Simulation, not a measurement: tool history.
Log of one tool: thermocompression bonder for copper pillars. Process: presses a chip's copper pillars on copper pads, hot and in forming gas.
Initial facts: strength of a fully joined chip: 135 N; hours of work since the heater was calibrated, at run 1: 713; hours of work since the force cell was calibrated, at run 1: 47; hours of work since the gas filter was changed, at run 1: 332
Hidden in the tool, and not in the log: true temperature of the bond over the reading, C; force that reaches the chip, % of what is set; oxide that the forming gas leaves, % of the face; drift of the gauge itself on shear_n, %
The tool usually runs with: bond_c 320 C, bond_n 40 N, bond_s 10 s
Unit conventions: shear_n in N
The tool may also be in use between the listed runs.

run	hour	bond_c	bond_n	bond_s	hours of work since the heater was calibrated	hours of work since the force cell was calibrated	hours of work since the gas filter was changed	shear_n
1	0	320	40	10	713	47	332	54.8
2	18.8	320	40	10	724	57	343	55
3	32.4	320	40	10	731	65	350	54
4	42.9	320	40	19	737	70	356	67.7
5	56.6	320	40	10	745	78	364	54.2
6	72.1	320	40	10	753	87	372	53.2
7	86.8	320	40	10	762	95	381	53.3
# hour 89.8: force cell calibrated
8	97.9	320	40	10	767	5	386	54.2
9	109.3	320	40	10	773	11	392	52.9
10	125.3	320	40	10	782	20	401	52.9
11	147.5	320	40	10	794	32	414	52.3
12	161.2	320	40	16	802	40	421	62.9

Estimate the outcome of run 13 from the log above:
13	183.2	347	38	12	814	52	433	?

Run 13 gave shear_n 73.1 N.
Without the tool's hidden state the same run would have given shear_n 86.4 N.

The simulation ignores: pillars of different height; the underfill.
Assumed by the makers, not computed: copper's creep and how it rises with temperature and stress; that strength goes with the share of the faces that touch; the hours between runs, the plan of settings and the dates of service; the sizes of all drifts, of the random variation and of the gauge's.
